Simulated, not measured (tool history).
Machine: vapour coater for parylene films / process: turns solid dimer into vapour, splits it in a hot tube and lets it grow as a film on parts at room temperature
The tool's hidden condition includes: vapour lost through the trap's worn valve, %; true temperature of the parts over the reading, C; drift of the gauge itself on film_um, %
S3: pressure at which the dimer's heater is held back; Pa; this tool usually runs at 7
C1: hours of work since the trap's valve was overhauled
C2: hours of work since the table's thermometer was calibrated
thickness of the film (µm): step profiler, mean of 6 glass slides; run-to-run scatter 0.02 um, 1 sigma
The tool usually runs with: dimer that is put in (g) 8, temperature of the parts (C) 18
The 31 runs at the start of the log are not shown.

Run 32, day 19.442: usual settings but dimer that is put in (g) 4, S3 4.4 Pa; C1 60; C2 54. Result: thickness of the film (µm) 2.41.
Run 33, day 19.938: usual settings but dimer that is put in (g) 4, temperature of the parts (C) 19, S3 7.12 Pa; C1 70; C2 63. Result: thickness of the film (µm) 2.23.
Run 34, day 20.362: usual settings but dimer that is put in (g) 11, temperature of the parts (C) 29, S3 4.29 Pa; C1 78; C2 71. Result: thickness of the film (µm) 5.54.
Run 35, day 20.767: usual settings but dimer that is put in (g) 3, temperature of the parts (C) 29, S3 4.29 Pa; C1 85; C2 78. Result: thickness of the film (µm) 1.51.
Run 36, day 21.588: usual settings but temperature of the parts (C) 25, S3 6.93 Pa; C1 100; C2 94. Result: thickness of the film (µm) 4.02.
Run 37, day 22.088: usual settings but dimer that is put in (g) 12, temperature of the parts (C) 27, S3 2.86 Pa; C1 110; C2 103. Result: thickness of the film (µm) 6.57.
Run 38, day 22.758: usual settings but dimer that is put in (g) 4, temperature of the parts (C) 25, S3 2.86 Pa; C1 122; C2 115. Result: thickness of the film (µm) 2.24.
Run 39, day 23.267: usual settings but temperature of the parts (C) 11, S3 11.84 Pa; C1 132; C2 125. Result: thickness of the film (µm) 4.7.
Run 40, day 23.754: usual settings but dimer that is put in (g) 3, temperature of the parts (C) 12, S3 3.84 Pa; C1 141; C2 134. Result: thickness of the film (µm) 2.
Run 41, day 24.575: usual settings but dimer that is put in (g) 5, S3 11.7 Pa; C1 156; C2 149. Result: thickness of the film (µm) 2.55.
Run 42, day 25.208: usual settings but dimer that is put in (g) 5, S3 11.7 Pa; C1 168; C2 161. Result: thickness of the film (µm) 2.57.
Run 43, day 25.708: usual settings but dimer that is put in (g) 5, temperature of the parts (C) 22, S3 3.73 Pa; C1 177; C2 170. Result: thickness of the film (µm) 2.79.
Run 44, day 26.571: usual settings but dimer that is put in (g) 5, temperature of the parts (C) 16, S3 11.19 Pa; C1 193; C2 187. Result: thickness of the film (µm) 2.66.
Run 45, day 27.204: usual settings but dimer that is put in (g) 7, temperature of the parts (C) 17, S3 5.82 Pa; C1 205; C2 198. Result: thickness of the film (µm) 3.95.
Run 46, day 27.779: usual settings but dimer that is put in (g) 7, temperature of the parts (C) 17, S3 5.82 Pa; C1 216; C2 209. Result: thickness of the film (µm) 3.97.
Run 47, day 28.546: usual settings but dimer that is put in (g) 7, temperature of the parts (C) 17, S3 5.82 Pa; C1 230; C2 223. Result: thickness of the film (µm) 3.93.

Consider 3 possible next runs. They are alternatives, not a sequence: every one starts from the tool as it was left by run 47. What does each give?
Run A, day 29.267: usual settings but temperature of the parts (C) 16; C1 244; C2 237. Result: thickness of the film (µm) ?.
Run B, day 29.267: usual settings but dimer that is put in (g) 3, temperature of the parts (C) 17, S3 7.84 Pa; C1 244; C2 237. Result: thickness of the film (µm) ?.
Run C, day 29.267: usual settings but dimer that is put in (g) 10, temperature of the parts (C) 20, S3 2.78 Pa; C1 244; C2 237. Result: thickness of the film (µm) ?.

run  thickness of the film (µm)
  A                        4.49
  B                        1.61
  C                         5.9
With the hidden condition removed and each run's random variation left untouched, the same runs would have given:
run  thickness of the film (µm)
  A                        4.83
  B                        1.73
  C                        6.35

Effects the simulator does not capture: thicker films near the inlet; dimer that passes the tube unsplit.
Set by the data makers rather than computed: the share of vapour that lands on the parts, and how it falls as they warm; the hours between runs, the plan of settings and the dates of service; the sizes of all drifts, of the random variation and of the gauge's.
